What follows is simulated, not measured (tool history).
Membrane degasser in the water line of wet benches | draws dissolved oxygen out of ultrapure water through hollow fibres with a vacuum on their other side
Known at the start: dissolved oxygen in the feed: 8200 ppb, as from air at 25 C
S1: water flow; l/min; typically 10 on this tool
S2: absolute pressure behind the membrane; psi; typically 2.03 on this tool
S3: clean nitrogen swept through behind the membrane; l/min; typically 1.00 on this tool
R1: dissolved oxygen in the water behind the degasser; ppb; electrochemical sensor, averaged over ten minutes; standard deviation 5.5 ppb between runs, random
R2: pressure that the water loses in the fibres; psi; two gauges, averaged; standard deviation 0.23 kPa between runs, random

{"run": 1, "hour": 0.0, "S1": 10, "S2": 2.03, "S3": 1.0, "R1": 603.1, "R2": 8.654}
{"run": 2, "hour": 65.5, "S1": 10, "S2": 2.03, "S3": 1.0, "R1": 614.6, "R2": 8.604}
{"run": 3, "hour": 162.1, "S1": 9, "S2": 2.03, "S3": 1.0, "R1": 526.3, "R2": 7.757}
{"run": 4, "hour": 237.0, "S1": 9, "S2": 2.03, "S3": 1.0, "R1": 528.7, "R2": 7.807}
{"hour": 335.8, "done": "vacuum gauge calibrated"}
{"run": 5, "hour": 343.0, "S1": 10, "S2": 2.03, "S3": 1.0, "R1": 610.8, "R2": 8.579}
{"run": 6, "hour": 436.8, "S1": 10, "S2": 2.03, "S3": 1.0, "R1": 615.6, "R2": 8.733}
{"run": 7, "hour": 522.8, "S1": 10, "S2": 2.03, "S3": 1.0, "R1": 604.5, "R2": 8.696}
{"run": 8, "hour": 581.7, "S1": 10, "S2": 2.03, "S3": 1.0, "R1": 605.4, "R2": 8.64}
{"run": 9, "hour": 673.6, "S1": 10, "S2": 2.03, "S3": 1.0, "R1": 596.0, "R2": 8.708}
{"run": 10, "hour": 781.6, "S1": 15, "S2": 2.03, "S3": 1.0, "R1": 995.0, "R2": 12.962}
{"run": 11, "hour": 842.8, "S1": 10, "S2": 2.03, "S3": 1.0, "R1": 598.6, "R2": 8.659}
{"run": 12, "hour": 905.0, "S1": 10, "S2": 2.03, "S3": 1.0, "R1": 607.9, "R2": 8.685}
{"run": 13, "hour": 965.1, "S1": 10, "S2": 2.03, "S3": 1.0, "R1": 610.6, "R2": 8.715}
{"run": 14, "hour": 1079.2, "S1": 10, "S2": 2.03, "S3": 2.22, "R1": 488.8, "R2": 8.67}
{"run": 15, "hour": 1131.9, "S1": 10, "S2": 2.03, "S3": 1.0, "R1": 615.2, "R2": 8.721}
{"run": 16, "hour": 1190.5, "S1": 10, "S2": 1.65, "S3": 1.0, "R1": 554.6, "R2": 8.705}
{"run": 17, "hour": 1296.4, "S1": 10, "S2": 1.65, "S3": 1.0, "R1": 556.2, "R2": 8.728}
{"run": 18, "hour": 1375.4, "S1": 6, "S2": 1.33, "S3": 0.6, "R1": 284.5, "R2": 5.201}
{"run": 19, "hour": 1463.8, "S1": 6, "S2": 1.33, "S3": 0.6, "R1": 285.1, "R2": 5.253}
{"run": 20, "hour": 1565.1, "S1": 6, "S2": 1.33, "S3": 0.6, "R1": 290.2, "R2": 5.259}
{"run": 21, "hour": 1632.5, "S1": 6, "S2": 1.33, "S3": 0.6, "R1": 287.7, "R2": 5.24}
{"run": 22, "hour": 1747.9, "S1": 12, "S2": 1.71, "S3": 0.73, "R1": 813.0, "R2": 10.543}
{"hour": 1774.4, "done": "seals of the vacuum lines changed"}
{"run": 23, "hour": 1815.0, "S1": 13, "S2": 2.71, "S3": 1.0, "R1": 976.5, "R2": 11.457}
{"run": 24, "hour": 1916.0, "S1": 10, "S2": 1.54, "S3": 0.84, "R1": 569.3, "R2": 8.725}
{"run": 25, "hour": 1966.4, "S1": 10, "S2": 1.54, "S3": 0.84, "R1": 570.6, "R2": 8.718}
{"run": 26, "hour": 2068.8, "S1": 10, "S2": 1.54, "S3": 0.84, "R1": 573.3, "R2": 8.831}
{"run": 27, "hour": 2178.9, "S1": 10, "S2": 1.54, "S3": 0.84, "R1": 567.5, "R2": 8.763}
{"run": 28, "hour": 2244.2, "S1": 10, "S2": 1.54, "S3": 0.84, "R1": 569.4, "R2": 8.836}
{"run": 29, "hour": 2318.9, "S1": 11, "S2": 2.03, "S3": 1.75, "R1": 600.5, "R2": 9.583}
{"run": 30, "hour": 2409.7, "S1": 10, "S2": 2.03, "S3": 1.83, "R1": 514.2, "R2": 8.74}
{"run": 31, "hour": 2507.1, "S1": 9, "S2": 2.03, "S3": 0.76, "R1": 590.2, "R2": 7.952}

For each run, the measured value with the value that run would have given without the tool's hidden condition subtracted. The run-to-run variation is shared by both, the gauge scatter possibly not:
Hidden state at play: membrane still open, %; true pressure behind the membrane over the reading, kPa; air that leaks in behind the membrane, l/min; drift of the gauge itself on oxygen_ppb, %; drift of the gauge itself on loss_of_pressure_kpa, %.
run=1 R1=+53.8 R2=+0.310
run=2 R1=+55.5 R2=+0.313
run=3 R1=+51.1 R2=+0.287
run=4 R1=+52.3 R2=+0.292
run=5 R1=+50.9 R2=+0.329
run=6 R1=+52.5 R2=+0.341
run=7 R1=+52.8 R2=+0.348
run=8 R1=+53.6 R2=+0.350
run=9 R1=+53.9 R2=+0.357
run=10 R1=+75.1 R2=+0.544
run=11 R1=+56.2 R2=+0.368
run=12 R1=+57.8 R2=+0.371
run=13 R1=+58.9 R2=+0.379
run=14 R1=+56.1 R2=+0.384
run=15 R1=+61.3 R2=+0.390
run=16 R1=+59.4 R2=+0.393
run=17 R1=+60.8 R2=+0.402
run=18 R1=+38.1 R2=+0.244
run=19 R1=+38.9 R2=+0.248
run=20 R1=+40.4 R2=+0.252
run=21 R1=+40.6 R2=+0.255
run=22 R1=+81.2 R2=+0.521
run=23 R1=+71.8 R2=+0.571
run=24 R1=+59.0 R2=+0.445
run=25 R1=+59.8 R2=+0.448
run=26 R1=+61.2 R2=+0.458
run=27 R1=+62.0 R2=+0.464
run=28 R1=+63.0 R2=+0.470
run=29 R1=+69.9 R2=+0.519
run=30 R1=+63.5 R2=+0.479
run=31 R1=+58.7 R2=+0.441
